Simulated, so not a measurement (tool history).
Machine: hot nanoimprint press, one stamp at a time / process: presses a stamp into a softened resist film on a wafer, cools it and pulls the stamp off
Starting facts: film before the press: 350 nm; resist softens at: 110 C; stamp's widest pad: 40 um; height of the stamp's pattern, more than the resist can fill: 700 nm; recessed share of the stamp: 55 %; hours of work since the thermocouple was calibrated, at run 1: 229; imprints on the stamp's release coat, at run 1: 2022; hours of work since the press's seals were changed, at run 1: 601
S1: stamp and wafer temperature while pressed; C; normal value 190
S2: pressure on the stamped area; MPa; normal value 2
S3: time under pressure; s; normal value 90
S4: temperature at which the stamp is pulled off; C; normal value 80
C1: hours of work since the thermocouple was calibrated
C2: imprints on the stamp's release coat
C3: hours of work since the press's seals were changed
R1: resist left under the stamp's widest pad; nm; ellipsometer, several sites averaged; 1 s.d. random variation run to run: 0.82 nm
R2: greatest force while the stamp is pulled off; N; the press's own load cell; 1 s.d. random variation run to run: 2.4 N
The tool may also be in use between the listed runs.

run     day   S1    S2   S3  S4   C1    C2    C3     R1   R2
  1       0  190     2   90  80  229  2022   601  196.3  172
  2   1.571  185     2   90  80  249  2179   622  233.7  176
      2.783  -- stamp cleaned and given a new release coat
  3   2.783  185     2   90  80  262     0   635  233.6  104
  4   4.088  190     2   90  80  279   130   652  195.6  110
  5     4.8  191     2   90  80  289   201   661    190  113
  6   5.646  190     2  114  80  300   286   672  181.5  118
  7   6.404  190  1.32  114  80  310   361   682  219.9  115
  8    7.75  190  1.32  114  80  327   496   700  217.8  119
  9     9.1  190  1.32  114  80  345   630   718  217.6  124
 10  10.275  190     2   90  80  361   748   734    195  127
 11  11.908  190     2   90  80  382   911   755  194.8  131
 12  13.088  190     2   90  80  398  1028   771  194.5  137
 13  14.262  190     2   90  80  413  1145   786  194.3  145
 14  15.821  190     2   90  80  434  1301   807  193.3  147
 15  16.512  189     2   90  80  443  1370   816  200.8  141
 16    18.1  179  1.42   90  80  464  1529   837  295.4  152
 17  18.958  179  1.42   94  68  475  1614   848  292.8  205
 18  20.625  179  1.42   94  68  497  1780   870  293.8  214
 19  21.933  179  2.51  131  68  515  1911   887    230  217
     22.854  -- plate thermocouple calibrated
 20  23.654  185  2.51  131  85   11  2070   908  197.6  153
 21  24.729  190  2.92   91  83   25  2178   922  170.2  178
     25.917  -- stamp cleaned and given a new release coat
 22  26.088  191  2.79   90  73   39    17   937  166.5  129
 23  27.708  191  2.79   90  73   61   179   958  166.3  128
 24  28.933  191  1.31   57  73   77   301   975  259.9  133
 25  30.125  199  2.42  175  84   93   420   990  105.5  111
 26  31.217  190  1.81  154  80  107   529  1005  178.7  122
 27  32.875  200   2.6  103  74  129   695  1027  118.5  150
 28  33.617  200   2.6  103  74  139   768  1036  117.4  149
 29  35.196  200   2.6  103  74  159   926  1057  117.2  153

Below, some changes in R1 between adjacent runs. For each, the amount present without the hidden state too (settings, incoming material, random variation) and the amount remaining for the hidden state with gauge scatter not shared by both compared results:
What the log doesn't record here: true temperature over the reading, C; pressure that arrives at the usual setting, %; grip of the stamp's worn release coat, % over a new coat's; drift of the gauge itself on residual_nm, %; drift of the gauge itself on pull_off_n, %.
Run 15 -> 16: S1 189 -> 179, S2 2 -> 1.42. R1 +94.6 nm: hidden state -1.2, all else +95.8.
Run 19 -> 20: S1 179 -> 185, S4 68 -> 85, plate thermocouple calibrated. R1 -32.4 nm: hidden state +12.4, all else -44.8.
Run 23 -> 24: S2 2.79 -> 1.31, S3 90 -> 57. R1 +93.6 nm: hidden state -5.1, all else +98.7.
Run 24 -> 25: S1 191 -> 199, S2 1.31 -> 2.42, S3 57 -> 175, S4 73 -> 84. R1 -154.4 nm: hidden state +2.2, all else -156.6.
